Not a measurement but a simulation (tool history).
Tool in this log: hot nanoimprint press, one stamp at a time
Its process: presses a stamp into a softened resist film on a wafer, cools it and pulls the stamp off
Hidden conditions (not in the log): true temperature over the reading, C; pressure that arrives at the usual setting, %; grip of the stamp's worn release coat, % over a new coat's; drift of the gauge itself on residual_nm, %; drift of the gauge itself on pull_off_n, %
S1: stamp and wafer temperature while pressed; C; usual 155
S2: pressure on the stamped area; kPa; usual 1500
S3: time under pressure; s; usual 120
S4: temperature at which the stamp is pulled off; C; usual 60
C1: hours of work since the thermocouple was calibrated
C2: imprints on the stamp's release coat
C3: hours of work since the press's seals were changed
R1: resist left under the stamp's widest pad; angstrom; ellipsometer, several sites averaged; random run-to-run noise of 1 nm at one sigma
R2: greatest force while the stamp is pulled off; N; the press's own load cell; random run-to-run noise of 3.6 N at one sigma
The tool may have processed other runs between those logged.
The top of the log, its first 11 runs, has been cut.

run 12 hour=404.2 | S1=161 S2=1500 S3=120 S4=60 | C1=212 C2=823 C3=144 | R1=1006 R2=188
run 13 hour=431.9 | S1=155 S2=1500 S3=230 S4=60 | C1=225 C2=917 C3=157 | R1=1170 R2=192
run 14 hour=453.6 | S1=155 S2=1500 S3=230 S4=60 | C1=236 C2=991 C3=168 | R1=1145 R2=205
run 15 hour=494.9 | S1=155 S2=1500 S3=230 S4=60 | C1=256 C2=1132 C3=188 | R1=1167 R2=203
run 16 hour=520.8 | S1=155 S2=1500 S3=230 S4=60 | C1=269 C2=1220 C3=201 | R1=1176 R2=205
run 17 hour=561.2 | S1=155 S2=1980 S3=230 S4=60 | C1=289 C2=1358 C3=221 | R1=1026 R2=209
run 18 hour=597.7 | S1=155 S2=1240 S3=230 S4=60 | C1=307 C2=1482 C3=239 | R1=1284 R2=210
run 19 hour=637.1 | S1=155 S2=1240 S3=230 S4=60 | C1=326 C2=1616 C3=258 | R1=1300 R2=215
run 20 hour=680.6 | S1=155 S2=1110 S3=66 S4=60 | C1=347 C2=1765 C3=279 | R1=2226 R2=222
run 21 hour=710.8 | S1=155 S2=1500 S3=167 S4=60 | C1=362 C2=1868 C3=294 | R1=1371 R2=216
run 22 hour=733.9 | S1=152 S2=1300 S3=204 S4=62 | C1=374 C2=1946 C3=306 | R1=1685 R2=209
-- hour=762.0 stamp cleaned and given a new release coat
run 23 hour=776.8 | S1=151 S2=2340 S3=120 S4=58 | C1=392 C2=50 C3=324 | R1=1723 R2=195
run 24 hour=797.6 | S1=151 S2=1300 S3=86 S4=51 | C1=402 C2=121 C3=334 | R1=2457 R2=225
run 25 hour=839.0 | S1=156 S2=2080 S3=86 S4=51 | C1=422 C2=262 C3=354 | R1=1462 R2=230
run 26 hour=874.0 | S1=151 S2=2080 S3=69 S4=66 | C1=439 C2=381 C3=372 | R1=2231 R2=154
run 27 hour=917.7 | S1=161 S2=1300 S3=98 S4=53 | C1=461 C2=530 C3=393 | R1=1266 R2=226
run 28 hour=953.4 | S1=161 S2=970 S3=60 S4=58 | C1=478 C2=652 C3=410 | R1=1760 R2=199
run 29 hour=983.8 | S1=161 S2=970 S3=60 S4=58 | C1=493 C2=756 C3=425 | R1=1764 R2=209
run 30 hour=1017.9 | S1=161 S2=970 S3=60 S4=58 | C1=510 C2=872 C3=442 | R1=1784 R2=210
run 31 hour=1065.6 | S1=149 S2=1720 S3=82 S4=61 | C1=534 C2=1034 C3=466 | R1=2626 R2=203

3 ways to go on from here, each from the tool as it stands after run 31. What would each give?
-- hour=1095.7 plate thermocouple calibrated
run A hour=1100.1 | S1=144 S2=1700 S3=190 S4=60 | C1=2 C2=1142 C3=481 | R1=? R2=?
-- hour=1095.7 plate thermocouple calibrated
run B hour=1100.1 | S1=159 S2=1500 S3=120 S4=60 | C1=2 C2=1142 C3=481 | R1=? R2=?
-- hour=1095.7 plate thermocouple calibrated
run C hour=1100.1 | S1=149 S2=1340 S3=82 S4=61 | C1=2 C2=1142 C3=481 | R1=? R2=?

run=A R1=2426 R2=198
run=B R1=1107 R2=201
run=C R1=2540 R2=190
With no hidden state in the tool, these same runs would have given:
run=A R1=2414 R2=172
run=B R1=1100 R2=175
run=C R1=2531 R2=165

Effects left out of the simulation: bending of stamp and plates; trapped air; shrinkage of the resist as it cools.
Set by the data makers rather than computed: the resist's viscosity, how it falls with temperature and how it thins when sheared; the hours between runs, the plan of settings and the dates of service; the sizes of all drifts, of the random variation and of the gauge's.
